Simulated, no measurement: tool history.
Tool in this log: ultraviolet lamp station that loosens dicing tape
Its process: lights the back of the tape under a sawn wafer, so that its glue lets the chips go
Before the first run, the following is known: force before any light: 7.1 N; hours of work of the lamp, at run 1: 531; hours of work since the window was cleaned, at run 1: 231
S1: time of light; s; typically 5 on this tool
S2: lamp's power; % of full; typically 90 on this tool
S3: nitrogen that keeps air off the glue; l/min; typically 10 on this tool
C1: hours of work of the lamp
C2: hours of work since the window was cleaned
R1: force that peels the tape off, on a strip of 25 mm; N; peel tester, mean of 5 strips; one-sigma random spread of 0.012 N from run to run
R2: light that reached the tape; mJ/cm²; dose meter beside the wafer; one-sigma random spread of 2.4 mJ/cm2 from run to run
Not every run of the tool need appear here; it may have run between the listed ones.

run 1 hour=0.0 | S1=5 S2=90 S3=10 | C1=531 C2=231 | R1=0.846 R2=213
run 2 hour=27.2 | S1=5 S2=90 S3=10 | C1=543 C2=243 | R1=0.871 R2=210
run 3 hour=65.4 | S1=5 S2=90 S3=10 | C1=559 C2=260 | R1=0.862 R2=209
run 4 hour=92.5 | S1=5 S2=90 S3=5 | C1=571 C2=272 | R1=1.375 R2=205
run 5 hour=137.5 | S1=5 S2=90 S3=12 | C1=591 C2=291 | R1=0.785 R2=211
run 6 hour=167.6 | S1=5 S2=90 S3=12 | C1=604 C2=304 | R1=0.809 R2=206
run 7 hour=203.4 | S1=5 S2=90 S3=10 | C1=619 C2=320 | R1=0.900 R2=201
run 8 hour=244.7 | S1=5 S2=90 S3=10 | C1=637 C2=338 | R1=0.932 R2=203
run 9 hour=294.5 | S1=5 S2=90 S3=3 | C1=659 C2=360 | R1=1.975 R2=199
run 10 hour=335.5 | S1=7 S2=90 S3=10 | C1=677 C2=378 | R1=0.494 R2=276
run 11 hour=368.8 | S1=2 S2=90 S3=10 | C1=691 C2=392 | R1=3.138 R2=76
run 12 hour=407.3 | S1=2 S2=90 S3=10 | C1=708 C2=409 | R1=3.148 R2=80
run 13 hour=432.9 | S1=5 S2=90 S3=7 | C1=719 C2=420 | R1=1.300 R2=194
run 14 hour=468.9 | S1=6 S2=90 S3=7 | C1=735 C2=436 | R1=0.955 R2=228
run 15 hour=515.7 | S1=6 S2=90 S3=7 | C1=755 C2=456 | R1=0.970 R2=227
run 16 hour=576.1 | S1=5 S2=94 S3=10 | C1=782 C2=482 | R1=1.008 R2=192
run 17 hour=614.1 | S1=5 S2=94 S3=10 | C1=798 C2=499 | R1=1.042 R2=189
-- hour=624.4 window cleaned of glue's vapour
run 18 hour=650.4 | S1=5 S2=88 S3=10 | C1=814 C2=11 | R1=0.901 R2=204
run 19 hour=688.6 | S1=5 S2=90 S3=4 | C1=830 C2=28 | R1=1.573 R2=210
run 20 hour=725.2 | S1=5 S2=90 S3=4 | C1=846 C2=44 | R1=1.682 R2=206
run 21 hour=771.4 | S1=5 S2=90 S3=9 | C1=866 C2=64 | R1=0.967 R2=202
run 22 hour=798.4 | S1=2 S2=90 S3=8 | C1=878 C2=76 | R1=3.103 R2=83
run 23 hour=832.8 | S1=8 S2=78 S3=16 | C1=893 C2=91 | R1=0.354 R2=270
run 24 hour=860.9 | S1=9 S2=85 S3=10 | C1=905 C2=103 | R1=0.313 R2=339
run 25 hour=914.8 | S1=9 S2=85 S3=10 | C1=929 C2=126 | R1=0.334 R2=327
run 26 hour=941.6 | S1=5 S2=97 S3=10 | C1=941 C2=138 | R1=0.825 R2=209
run 27 hour=975.8 | S1=5 S2=97 S3=10 | C1=955 C2=153 | R1=0.891 R2=205
run 28 hour=1007.5 | S1=2 S2=64 S3=3 | C1=969 C2=167 | R1=4.924 R2=54
run 29 hour=1060.4 | S1=7 S2=84 S3=10 | C1=992 C2=190 | R1=0.631 R2=242
run 30 hour=1093.2 | S1=7 S2=84 S3=10 | C1=1007 C2=204 | R1=0.648 R2=239
run 31 hour=1136.5 | S1=3 S2=67 S3=10 | C1=1025 C2=223 | R1=3.078 R2=81
run 32 hour=1172.1 | S1=3 S2=67 S3=10 | C1=1041 C2=238 | R1=3.008 R2=84
run 33 hour=1204.6 | S1=3 S2=67 S3=10 | C1=1055 C2=253 | R1=3.118 R2=79
run 34 hour=1240.9 | S1=3 S2=71 S3=10 | C1=1071 C2=268 | R1=2.935 R2=86
run 35 hour=1297.6 | S1=4 S2=90 S3=7 | C1=1096 C2=293 | R1=1.953 R2=139
run 36 hour=1323.2 | S1=3 S2=91 S3=19 | C1=1107 C2=304 | R1=1.862 R2=106
run 37 hour=1361.6 | S1=3 S2=91 S3=19 | C1=1123 C2=321 | R1=1.950 R2=106
run 38 hour=1395.8 | S1=3 S2=80 S3=16 | C1=1138 C2=336 | R1=2.341 R2=87
run 39 hour=1423.0 | S1=3 S2=80 S3=16 | C1=1150 C2=348 | R1=2.347 R2=88
run 40 hour=1468.6 | S1=3 S2=80 S3=16 | C1=1170 C2=368 | R1=2.446 R2=89
run 41 hour=1496.0 | S1=5 S2=90 S3=13 | C1=1182 C2=380 | R1=1.152 R2=165
run 42 hour=1549.6 | S1=5 S2=63 S3=10 | C1=1205 C2=403 | R1=2.188 R2=113

What differs in the tool's unlogged condition from the final listed run ahead of each entry between runs to the first listed run following it?
From run 17 to run 18: window cleaned of glue's vapour (hour 624.4)
  lamp's light, % of a new lamp's: 78.4 -> 78; light that the window lets through, % of a clean one's: 86 -> 99.5
  the result without the hidden state subtracted from the measured one, R1: +0.559 -> +0.354 N; R2: -92 -> -59 mJ/cm²

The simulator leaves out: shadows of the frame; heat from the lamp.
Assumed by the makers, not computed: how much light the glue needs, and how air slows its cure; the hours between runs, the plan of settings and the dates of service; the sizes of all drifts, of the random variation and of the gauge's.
